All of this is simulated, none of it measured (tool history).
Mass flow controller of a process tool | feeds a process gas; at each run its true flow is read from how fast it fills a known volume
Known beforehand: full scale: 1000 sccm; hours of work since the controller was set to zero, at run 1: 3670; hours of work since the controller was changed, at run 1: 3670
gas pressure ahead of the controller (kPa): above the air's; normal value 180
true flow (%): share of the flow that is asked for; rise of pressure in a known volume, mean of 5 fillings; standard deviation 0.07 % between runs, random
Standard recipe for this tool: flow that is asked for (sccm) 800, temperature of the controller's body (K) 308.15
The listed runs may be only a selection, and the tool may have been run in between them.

run,hour,flow that is asked for (sccm),gas pressure ahead of the controller (kPa),temperature of the controller's body (K),hours of work since the controller was set to zero,hours of work since the controller was changed,true flow (%)
1,0.0,800,180,308.15,3670,3670,101.09
2,172.1,800,268,308.15,3803,3803,101.03
3,355.2,800,277,308.15,3945,3945,101.02
4,468.6,800,277,308.15,4032,4032,101.03
5,593.3,800,180,308.15,4129,4129,101.34
6,815.0,800,204,308.15,4301,4301,101.46
7,1036.1,800,204,308.15,4472,4472,101.32
8,1269.1,800,204,295.15,4652,4652,102.54
9,1394.3,800,204,295.15,4749,4749,102.53
# hour 1502.5: controller's zero set anew
10,1511.2,800,204,295.15,7,4839,102.21
11,1618.9,451,178,301.15,90,4922,101.72
12,1803.3,451,178,301.15,233,5065,102.02
13,1945.6,800,142,311.15,343,5175,101.26
14,2052.6,138,142,302.15,426,5258,102.05

For run 15, what comes out?
15,2248.9,138,142,302.15,577,5410,?

{"run 15": {"true flow (%)": 102.19}}
With no hidden state in the tool, this same run would have given true flow (%) 99.59.

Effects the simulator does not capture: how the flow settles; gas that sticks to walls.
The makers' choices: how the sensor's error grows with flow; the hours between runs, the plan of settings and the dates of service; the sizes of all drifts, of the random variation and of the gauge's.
